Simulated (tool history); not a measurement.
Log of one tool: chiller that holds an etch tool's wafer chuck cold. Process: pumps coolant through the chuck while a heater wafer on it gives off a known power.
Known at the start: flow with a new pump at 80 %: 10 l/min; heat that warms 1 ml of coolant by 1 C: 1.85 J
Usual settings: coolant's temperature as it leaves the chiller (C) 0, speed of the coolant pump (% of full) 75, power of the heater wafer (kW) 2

run	hour	coolant's temperature as it leaves the chiller (C)	speed of the coolant pump (% of full)	power of the heater wafer (kW)	chuck's temperature once it has settled (C)	how much warmer the coolant comes back (C)
1	0	0	75	2	19.3	7
2	47.2	0	75	2	19.4	7.07
3	83.6	0	75	2	19.4	7.01
4	118.6	0	75	2	19.3	7.02
5	168.5	0	75	2	19.4	7.09
6	191.3	0	75	2	19.4	7
7	230.7	0	75	2	19.7	7.07
8	264.8	0	70	2	20.4	7.55
9	313.3	0	91	2	17.7	5.84
10	347.7	-9	75	2	10.6	7.08
11	389.8	0	75	2	19.7	7.14
12	414.6	5	75	2	24.5	7.1
13	449.6	0	81	2	18.8	6.61
14	489.4	0	81	2	19	6.58
15	541.5	0	81	2	19	6.57
16	594.5	0	81	2	19	6.6
17	642.4	-4	67	2.437	21.7	9.65
18	673.8	-4	74	1.63	12.2	5.97
# hour 682.3: coolant pump overhauled
19	720.9	-4	74	1.63	12.4	5.98
20	744.2	-4	74	1.63	12.3	6.05
21	767.8	6	74	1.713	23.2	6.31
22	817.8	6	74	1.713	23.3	6.32
23	858.3	9	74	2.879	38.7	10.62
# hour 889.9: coolant pump overhauled, once more
24	900.8	0	95	1.232	10.5	3.35
25	935	0	84	2.458	23	7.7
26	970.8	0	84	2.458	23	7.66
27	1007.2	0	84	2.458	23	7.65
28	1033	0	75	1.177	11.4	4.11
29	1068.3	-4	75	2.882	24.7	9.97
30	1100.2	2	79	1.83	19.4	6.08
31	1142.5	-9	85	1.374	3.8	4.29

Some steps in chuck's temperature once it has settled (C) between neighbouring runs. How much of each would the tool show without its hidden state too (settings, what came in, random variation), and how much is left for the hidden state, with any gauge scatter that isn't in both results?
The hidden state here: heat passed by the chuck's channels, % of clean ones'; flow at a given pump speed, % of a new pump's; coolant's true temperature over the reading, C; drift of the gauge itself on chuck_c, C; drift of the gauge itself on warmer_back_c, C.
Run 22 -> 23: coolant's temperature as it leaves the chiller (C) 6 -> 9, power of the heater wafer (kW) 1.713 -> 2.879. chuck's temperature once it has settled (C) +15.4: hidden state +1.6, all else +13.8.
Run 23 -> 24: coolant's temperature as it leaves the chiller (C) 9 -> 0, speed of the coolant pump (% of full) 74 -> 95, power of the heater wafer (kW) 2.879 -> 1.232, coolant pump overhauled, once more. chuck's temperature once it has settled (C) -28.2: hidden state -2.7, all else -25.5.
Run 28 -> 29: coolant's temperature as it leaves the chiller (C) 0 -> -4, power of the heater wafer (kW) 1.177 -> 2.882. chuck's temperature once it has settled (C) +13.3: hidden state +2, all else +11.3.
Run 30 -> 31: coolant's temperature as it leaves the chiller (C) 2 -> -9, speed of the coolant pump (% of full) 79 -> 85, power of the heater wafer (kW) 1.83 -> 1.374. chuck's temperature once it has settled (C) -15.6: hidden state -0.5, all else -15.1.
